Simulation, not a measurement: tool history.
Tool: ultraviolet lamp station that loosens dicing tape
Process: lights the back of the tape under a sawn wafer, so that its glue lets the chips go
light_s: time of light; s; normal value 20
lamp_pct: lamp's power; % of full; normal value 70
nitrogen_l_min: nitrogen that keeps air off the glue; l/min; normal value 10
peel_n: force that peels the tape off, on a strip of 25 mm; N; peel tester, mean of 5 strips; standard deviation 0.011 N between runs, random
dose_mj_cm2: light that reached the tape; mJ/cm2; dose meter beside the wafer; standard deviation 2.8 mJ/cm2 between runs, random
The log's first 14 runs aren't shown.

run,day,light_s,lamp_pct,nitrogen_l_min,hours of work of the lamp,hours of work since the window was cleaned,peel_n,dose_mj_cm2
15,7.796,23,70,10,148,94,0.359,463
16,8.188,20,70,10,154,101,0.511,405
17,8.754,25,64,10,164,110,0.367,458
18,9.562,25,64,10,177,123,0.357,456
19,9.958,19,79,16,184,130,0.323,430
20,10.512,16,60,20,193,139,0.842,277
21,11.058,16,60,20,202,148,0.846,276
22,11.583,16,60,20,211,157,0.798,274
23,12.121,23,73,10,220,166,0.336,480
24,12.808,23,73,10,231,178,0.329,481
25,13.258,29,73,10,239,185,0.198,604
26,13.817,20,78,10,248,194,0.394,451
27,14.412,25,94,10,258,204,0.160,676
28,15.150,25,94,10,270,217,0.165,675
29,15.579,20,94,16,277,224,0.202,543
30,16.196,20,95,10,288,234,0.241,544
31,16.600,15,66,5,295,241,1.573,283

Consider 5 possible next runs. They are alternatives, not a sequence: every one starts from the tool as it was left by run 31. What does each give?
A,17.121,10,74,10,303,250,?,?
B,17.121,10,66,5,303,250,?,?
C,17.121,15,77,5,303,250,?,?
D,17.121,36,66,5,303,250,?,?
E,17.121,14,85,8,303,250,?,?

run,peel_n,dose_mj_cm2
A,1.795,213
B,2.890,191
C,1.248,330
D,0.245,678
E,0.853,338
The same runs, with their run-to-run variation unchanged, on a tool lacking any hidden condition would have given:
run,peel_n,dose_mj_cm2
A,1.791,213
B,2.885,192
C,1.245,331
D,0.244,679
E,0.850,339
